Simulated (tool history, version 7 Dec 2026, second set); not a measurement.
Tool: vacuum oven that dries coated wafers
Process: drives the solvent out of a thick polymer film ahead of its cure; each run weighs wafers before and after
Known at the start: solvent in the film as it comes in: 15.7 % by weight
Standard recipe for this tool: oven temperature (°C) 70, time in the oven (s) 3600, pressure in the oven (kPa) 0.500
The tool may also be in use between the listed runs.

| run | hour | oven temperature (°C) | time in the oven (s) | pressure in the oven (kPa) | solvent left in the film (%) |
|---|---|---|---|---|---|
| 1 | 0.0 | 70 | 3600 | 0.500 | 1.39 |
| 2 | 13.3 | 70 | 3600 | 0.500 | 1.34 |
| 3 | 24.2 | 70 | 3600 | 0.500 | 1.36 |
| 4 | 42.0 | 70 | 3600 | 0.500 | 1.40 |
| 5 | 57.3 | 70 | 3600 | 0.500 | 1.38 |
| 6 | 71.4 | 70 | 3600 | 0.500 | 1.44 |
| 7 | 82.4 | 74 | 3600 | 0.500 | 0.80 |
| 8 | 94.1 | 70 | 3600 | 0.500 | 1.36 |
| 9 | 102.6 | 70 | 3600 | 0.500 | 1.40 |
| 10 | 114.3 | 70 | 3600 | 0.500 | 1.40 |
| 11 | 131.7 | 70 | 3600 | 0.500 | 1.41 |
| 12 | 140.6 | 70 | 3600 | 0.500 | 1.48 |
| 13 | 149.5 | 70 | 3600 | 0.500 | 1.44 |
| 14 | 162.2 | 70 | 3600 | 0.500 | 1.34 |
| 15 | 171.9 | 70 | 3600 | 0.325 | 1.27 |
| 16 | 181.0 | 70 | 3600 | 0.325 | 1.31 |
| 17 | 192.8 | 70 | 3600 | 0.325 | 1.33 |
| 18 | 210.1 | 70 | 6420 | 0.489 | 0.56 |
| 19 | 226.7 | 70 | 6420 | 0.489 | 0.50 |
| 20 | 242.0 | 70 | 6060 | 1.143 | 0.96 |
| 21 | 257.7 | 68 | 3600 | 0.406 | 1.72 |
| 22 | 276.2 | 73 | 4800 | 0.341 | 0.50 |
| 23 | 288.9 | 84 | 4620 | 0.311 | 0.11 |
| 24 | 302.3 | 60 | 5820 | 0.921 | 2.42 |
| 25 | 311.8 | 61 | 2160 | 0.478 | 5.88 |
| 26 | 327.4 | 61 | 2160 | 0.478 | 5.89 |
| 27 | 346.0 | 61 | 2460 | 1.141 | 5.52 |
| 28 | 361.8 | 61 | 4560 | 0.377 | 2.59 |
| 29 | 375.5 | 70 | 5220 | 0.500 | 0.80 |
| 30 | 393.1 | 60 | 4620 | 0.500 | 2.94 |
| 31 | 410.3 | 60 | 4620 | 0.500 | 2.96 |
| 32 | 425.9 | 75 | 3780 | 0.362 | 0.56 |
| 33 | 435.3 | 75 | 3780 | 0.362 | 0.64 |

The logged runs with the hidden state left out (each run's random variation unchanged):
Hidden state at play: true wafer temperature over the reading, C; true pressure over the reading, kPa; drift of the gauge itself on solvent_pct, %.
| run | solvent left in the film (%) |
|---|---|
| 1 | 1.31 |
| 2 | 1.25 |
| 3 | 1.28 |
| 4 | 1.31 |
| 5 | 1.29 |
| 6 | 1.34 |
| 7 | 0.74 |
| 8 | 1.25 |
| 9 | 1.30 |
| 10 | 1.29 |
| 11 | 1.30 |
| 12 | 1.36 |
| 13 | 1.33 |
| 14 | 1.22 |
| 15 | 1.14 |
| 16 | 1.19 |
| 17 | 1.21 |
| 18 | 0.49 |
| 19 | 0.42 |
| 20 | 0.87 |
| 21 | 1.57 |
| 22 | 0.42 |
| 23 | 0.07 |
| 24 | 2.20 |
| 25 | 5.64 |
| 26 | 5.65 |
| 27 | 5.27 |
| 28 | 2.36 |
| 29 | 0.68 |
| 30 | 2.68 |
| 31 | 2.69 |
| 32 | 0.45 |
| 33 | 0.53 |

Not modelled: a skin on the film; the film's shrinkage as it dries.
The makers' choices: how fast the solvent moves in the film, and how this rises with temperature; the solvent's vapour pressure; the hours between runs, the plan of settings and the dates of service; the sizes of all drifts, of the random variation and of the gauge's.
